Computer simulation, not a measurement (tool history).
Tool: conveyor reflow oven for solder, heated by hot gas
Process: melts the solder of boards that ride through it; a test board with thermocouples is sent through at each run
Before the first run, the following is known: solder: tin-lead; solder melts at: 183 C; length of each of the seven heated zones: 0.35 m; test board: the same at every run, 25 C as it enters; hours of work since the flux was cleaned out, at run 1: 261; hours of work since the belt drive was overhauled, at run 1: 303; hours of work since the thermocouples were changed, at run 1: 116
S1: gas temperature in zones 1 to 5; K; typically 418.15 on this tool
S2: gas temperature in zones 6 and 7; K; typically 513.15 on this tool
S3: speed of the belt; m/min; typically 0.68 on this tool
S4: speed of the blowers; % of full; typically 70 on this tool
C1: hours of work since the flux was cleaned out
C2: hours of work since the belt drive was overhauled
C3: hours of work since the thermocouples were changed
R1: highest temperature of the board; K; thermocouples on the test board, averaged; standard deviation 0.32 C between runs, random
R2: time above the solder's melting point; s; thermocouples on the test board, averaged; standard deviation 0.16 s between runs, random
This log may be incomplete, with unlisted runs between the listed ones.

run,hour,S1,S2,S3,S4,C1,C2,C3,R1,R2
1,0,418.15,513.15,0.68,70,261,303,116,498.35,52.7
2,7.1,418.15,513.15,0.68,70,266,307,121,498.75,52.9
3,15.4,418.15,513.15,0.68,70,271,313,127,498.15,52.8
4,20.1,418.15,513.15,0.68,70,275,316,130,498.65,52.9
5,26.9,418.15,513.15,0.68,70,279,321,135,498.45,52.6
6,32.9,418.15,513.15,0.68,70,283,325,139,498.05,52.6
7,37.4,418.15,513.15,0.68,70,286,328,142,498.25,52.4
8,44.8,418.15,513.15,0.68,70,291,333,147,498.55,52.6
9,54.9,418.15,513.15,0.68,70,298,340,154,498.55,52.7
10,62.4,418.15,513.15,0.68,70,303,345,159,497.95,52.8
11,66.9,418.15,513.15,0.68,61,306,348,162,496.35,51.3
12,75.4,418.15,513.15,0.742,61,312,354,168,493.55,45.5
13,83.3,418.15,513.15,0.742,61,317,359,173,493.15,45.2
14,89.5,418.15,513.15,0.742,61,322,363,177,493.05,45.4
15,100.1,418.15,513.15,0.742,61,329,371,185,493.65,45.1
16,105.1,418.15,513.15,0.582,70,332,374,188,503.15,64.3
17,110,426.15,513.15,0.546,70,336,377,191,504.75,72.5
18,115.8,425.15,507.15,0.756,80,340,381,195,493.15,47.1
19,120.1,425.15,507.15,0.756,80,343,384,198,493.35,47
20,129.9,416.15,513.15,0.68,70,349,391,205,498.45,52
21,138.4,410.15,513.15,0.68,57,355,397,210,493.65,47.6
22,145.1,410.15,513.15,0.68,57,359,401,215,493.55,47.7
23,154.5,418.15,511.15,0.589,70,366,408,221,500.15,62.2
24,164,418.15,527.15,0.643,70,372,414,228,512.55,62.1
25,172.2,418.15,527.15,0.643,70,378,420,233,511.95,61.7
26,181.1,423.15,502.15,0.68,70,384,426,239,489.95,49.9
27,191.2,413.15,515.15,0.68,70,391,432,246,499.15,51.8
28,200.2,422.15,513.15,0.68,69,397,439,252,498.75,54.5
29,204.9,432.15,513.15,0.587,70,400,442,256,504.75,69.3

5 options for the next run, each taken on its own from the tool as it stands now. Forecast them:
A,215.1,416.15,512.15,0.587,59,407,449,263,?,?
B,215.1,432.15,513.15,0.587,68,407,449,263,?,?
C,215.1,418.15,510.15,0.68,58,407,449,263,?,?
D,215.1,432.15,501.15,0.587,70,407,449,263,?,?
E,215.1,405.15,507.15,0.587,78,407,449,263,?,?

run,R1,R2
A,499.35,60.8
B,503.55,69
C,493.15,49.6
D,492.85,64.5
E,496.55,57
Had the tool no hidden state, the same runs would have come out as:
run,R1,R2
A,499.45,60.8
B,503.65,69
C,493.25,49.6
D,492.95,64.5
E,496.75,57.1
